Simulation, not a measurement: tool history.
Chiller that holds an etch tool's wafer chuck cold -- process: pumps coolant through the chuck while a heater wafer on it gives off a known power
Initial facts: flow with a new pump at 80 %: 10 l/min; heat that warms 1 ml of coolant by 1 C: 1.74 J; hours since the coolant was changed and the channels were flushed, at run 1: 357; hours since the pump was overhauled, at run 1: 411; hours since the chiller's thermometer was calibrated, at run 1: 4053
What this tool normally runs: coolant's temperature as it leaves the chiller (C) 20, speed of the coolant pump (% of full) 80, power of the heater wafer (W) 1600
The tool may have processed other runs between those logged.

run,day,coolant's temperature as it leaves the chiller (C),speed of the coolant pump (% of full),power of the heater wafer (W),hours since the coolant was changed and the channels were flushed,hours since the pump was overhauled,hours since the chiller's thermometer was calibrated,chuck's temperature once it has settled (C),how much warmer the coolant comes back (C)
1,0.000,20,80,1600,357,411,4053,32.9,5.65
2,1.367,20,80,1600,390,443,4085,33.0,5.55
3,2.946,20,80,1600,428,481,4123,32.9,5.59
4,4.262,20,80,1600,459,513,4155,33.0,5.56
5,5.221,20,70,1600,482,536,4178,35.3,6.46
6,7.054,20,69,1600,526,580,4222,35.5,6.68
7,8.900,20,69,1600,571,624,4266,35.4,6.63
8,10.208,20,69,1600,602,656,4298,35.5,6.62
9,12.167,20,69,1600,649,703,4345,35.4,6.70
# day 12.375: chiller's thermometer calibrated
10,13.404,20,69,1600,678,731,25,35.5,6.60
11,15.312,20,90,1600,723,777,70,31.5,4.96
12,17.188,20,90,1600,768,822,115,31.7,4.87
13,19.133,20,90,1600,815,869,162,31.7,4.94
14,20.504,20,90,1600,848,902,195,31.8,4.93
15,22.183,15,98,1824,888,942,235,27.1,5.11
16,22.996,19,62,1612,908,961,255,36.5,7.57
17,24.125,25,85,961,935,989,282,32.4,3.10
# day 24.612: chiller's thermometer calibrated, once more
18,25.708,20,68,1600,972,1026,26,36.0,6.81
19,27.625,20,68,1600,1018,1072,72,36.2,6.85
20,29.308,21,68,1600,1058,1112,113,37.2,6.82
21,30.862,21,68,1600,1096,1149,150,37.3,6.86
22,32.783,20,67,1600,1142,1195,196,36.4,6.92
23,33.612,11,90,1600,1162,1215,216,23.2,5.03
24,35.354,11,90,1600,1204,1257,258,23.3,5.01
25,37.175,11,66,1600,1247,1301,302,28.1,7.13
26,39.204,19,77,1600,1296,1349,350,33.4,5.96
27,40.479,19,77,1600,1326,1380,381,33.1,5.95
28,42.479,15,78,944,1374,1428,429,23.5,3.42

Hidden state or all else? Some run-to-run changes of chuck's temperature once it has settled (C), split into what the settings, what came in and random variation would give without the hidden state, and what is left for the hidden state (with any gauge scatter that isn't in both results):
Hidden state at play: heat passed by the chuck's channels, % of clean ones'; flow at a given pump speed, % of a new pump's; coolant's true temperature over the reading, C; drift of the gauge itself on chuck_c, C; drift of the gauge itself on warmer_back_c, C.
Run 16 -> 17: coolant's temperature as it leaves the chiller (C) 19 -> 25, speed of the coolant pump (% of full) 62 -> 85, power of the heater wafer (W) 1612 -> 961. chuck's temperature once it has settled (C) -4.1: hidden state -0.5, all else -3.6.
Run 17 -> 18: coolant's temperature as it leaves the chiller (C) 25 -> 20, speed of the coolant pump (% of full) 85 -> 68, power of the heater wafer (W) 961 -> 1600, chiller's thermometer calibrated, once more. chuck's temperature once it has settled (C) +3.6: hidden state +0.7, all else +2.9.
Run 22 -> 23: coolant's temperature as it leaves the chiller (C) 20 -> 11, speed of the coolant pump (% of full) 67 -> 90. chuck's temperature once it has settled (C) -13.2: hidden state -0.1, all else -13.1.
Run 27 -> 28: coolant's temperature as it leaves the chiller (C) 19 -> 15, speed of the coolant pump (% of full) 77 -> 78, power of the heater wafer (W) 1600 -> 944. chuck's temperature once it has settled (C) -9.6: hidden state -0.4, all else -9.2.
